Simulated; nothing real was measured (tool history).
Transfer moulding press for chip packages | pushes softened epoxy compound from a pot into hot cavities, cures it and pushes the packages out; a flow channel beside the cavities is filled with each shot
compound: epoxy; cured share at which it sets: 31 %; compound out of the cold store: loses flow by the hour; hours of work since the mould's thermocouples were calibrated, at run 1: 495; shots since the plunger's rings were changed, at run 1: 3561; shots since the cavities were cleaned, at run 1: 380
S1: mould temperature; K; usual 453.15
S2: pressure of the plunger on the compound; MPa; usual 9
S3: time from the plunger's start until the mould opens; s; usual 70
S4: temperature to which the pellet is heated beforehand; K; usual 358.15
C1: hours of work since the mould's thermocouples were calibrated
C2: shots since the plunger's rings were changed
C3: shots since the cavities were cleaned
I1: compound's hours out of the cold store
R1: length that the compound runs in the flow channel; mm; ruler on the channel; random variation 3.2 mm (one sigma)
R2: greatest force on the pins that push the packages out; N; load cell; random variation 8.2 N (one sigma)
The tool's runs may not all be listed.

run,hour,S1,S2,S3,S4,C1,C2,C3,I1,R1,R2
1,0,453.15,9,70,358.15,495,3561,380,47.7,693,481
2,8.4,453.15,9,70,358.15,500,3685,504,29.9,744,519
3,20.1,453.15,9,70,358.15,508,3857,676,8.8,806,589
# hour 24.5: cavities cleaned with cleaning compound and waxed
4,36.6,453.15,9,70,358.15,518,4078,179,14.4,784,419
5,52.3,453.15,9,70,358.15,528,4310,411,20.1,768,520
6,69.5,453.15,9,70,358.15,539,4563,664,9.9,795,594
# hour 74.1: cavities cleaned with cleaning compound and waxed
7,89.2,453.15,9,70,358.15,551,4830,222,12.1,785,451
8,99.8,453.15,9,96,358.15,558,4987,379,35.7,716,356
9,116,453.15,10.07,70,358.15,568,5226,618,22.9,789,559
# hour 124.9: cavities cleaned with cleaning compound and waxed
10,130.6,453.15,10.07,70,358.15,577,5419,84,35.2,752,346
# hour 139.1: mould's thermocouples calibrated
11,141.4,453.15,9,70,358.15,1,5548,213,25.3,743,446
12,151.5,453.15,9.11,70,358.15,8,5697,362,47.5,683,470
13,165.3,453.15,9.11,70,358.15,17,5900,565,25.3,741,567
# hour 177.4: cavities cleaned with cleaning compound and waxed
14,181.7,456.15,9,70,358.15,27,6120,64,26.5,725,332
15,190,453.15,9,70,351.15,32,6243,187,19.1,750,457
16,200.6,450.15,9,77,358.15,39,6399,343,45.8,673,482
17,220.3,448.15,10.73,60,364.15,52,6689,633,34.8,771,1116
# hour 226.8: cavities cleaned with cleaning compound and waxed
# hour 232.5: plunger's sealing rings changed
18,237,453.15,7.88,70,358.15,60,67,113,9.9,795,414
19,247.9,457.15,9,70,357.15,67,227,273,24,788,400
20,263.6,448.15,8.67,57,358.15,77,459,505,44.4,724,1170
21,276.5,448.15,8.67,101,349.15,86,650,696,14.9,816,451
# hour 279.3: cavities cleaned with cleaning compound and waxed
22,286.4,448.15,8.67,101,349.15,91,773,105,10.4,823,284
23,300.8,448.15,8.67,89,349.15,101,985,317,28.5,766,405
24,320.2,448.15,7.77,64,349.15,113,1271,603,33,708,1037
# hour 329.2: cavities cleaned with cleaning compound and waxed
25,339.6,450.15,10.71,64,349.15,125,1534,152,19,871,665
26,350.7,450.15,10.71,64,349.15,132,1699,317,18.2,869,801
27,359.5,446.15,10.41,56,360.15,138,1827,445,37.2,809,1303
# hour 378.8: cavities cleaned with cleaning compound and waxed
28,379.3,446.15,10.41,56,360.15,150,2098,8,47.1,771,775

How the hidden state differs across the entries between the runs, from the last listed run before each to the first after it:
Between runs 3 and 4: cavities cleaned with cleaning compound and waxed (hour 24.5)
  true mould temperature over the reading, C: 1.26 -> 1.29; pressure that reaches the compound, % of what is set: 90.43 -> 89.83; grip of the stained cavities, % over clean ones': 80.3 -> 28.7
  measured less the result without the state, R1: -44 -> -46 mm; R2: +233 -> +67 N
Between runs 6 and 7: cavities cleaned with cleaning compound and waxed (hour 74.1)
  true mould temperature over the reading, C: 1.34 -> 1.36; pressure that reaches the compound, % of what is set: 88.65 -> 87.96; grip of the stained cavities, % over clean ones': 78.1 -> 35.2
  measured less the result without the state, R1: -52 -> -53 mm; R2: +229 -> +88 N
Between runs 9 and 10: cavities cleaned with cleaning compound and waxed (hour 124.9)
  true mould temperature over the reading, C: 1.4 -> 1.43; pressure that reaches the compound, % of what is set: 86.96 -> 86.47; grip of the stained cavities, % over clean ones': 74.7 -> 13.9
  measured less the result without the state, R1: -59 -> -59 mm; R2: +213 -> +17 N
Between runs 10 and 11: mould's thermocouples calibrated (hour 139.1)
  true mould temperature over the reading, C: 1.43 -> 0.23; pressure that reaches the compound, % of what is set: 86.47 -> 86.19; grip of the stained cavities, % over clean ones': 13.9 -> 34.1
  measured less the result without the state, R1: -59 -> -57 mm; R2: +17 -> +110 N
Between runs 13 and 14: cavities cleaned with cleaning compound and waxed (hour 177.4)
  true mould temperature over the reading, C: 0.27 -> 0.29; pressure that reaches the compound, % of what is set: 85.36 -> 84.87; grip of the stained cavities, % over clean ones': 70 -> 14.1
  measured less the result without the state, R1: -62 -> -62 mm; R2: +228 -> +36 N
Between runs 17 and 18: cavities cleaned with cleaning compound and waxed (hour 226.8); plunger's sealing rings changed (hour 232.5)
  true mould temperature over the reading, C: 0.35 -> 0.37; pressure that reaches the compound, % of what is set: 83.41 -> 99.25; grip of the stained cavities, % over clean ones': 76 -> 21.1
  measured less the result without the state, R1: -74 -> -4 mm; R2: +471 -> +63 N
Between runs 21 and 22: cavities cleaned with cleaning compound and waxed (hour 279.3)
  true mould temperature over the reading, C: 0.44 -> 0.45; pressure that reaches the compound, % of what is set: 97.76 -> 97.48; grip of the stained cavities, % over clean ones': 81.7 -> 18.3
  measured less the result without the state, R1: -10 -> -12 mm; R2: +199 -> +41 N
Between runs 24 and 25: cavities cleaned with cleaning compound and waxed (hour 329.2)
  true mould temperature over the reading, C: 0.51 -> 0.53; pressure that reaches the compound, % of what is set: 96.21 -> 95.53; grip of the stained cavities, % over clean ones': 73.8 -> 24.6
  measured less the result without the state, R1: -15 -> -21 mm; R2: +423 -> +112 N
Between runs 27 and 28: cavities cleaned with cleaning compound and waxed (hour 378.8)
  true mould temperature over the reading, C: 0.56 -> 0.59; pressure that reaches the compound, % of what is set: 94.77 -> 94; grip of the stained cavities, % over clean ones': 58.8 -> 1.9
  measured less the result without the state, R1: -23 -> -25 mm; R2: +463 -> -5 N
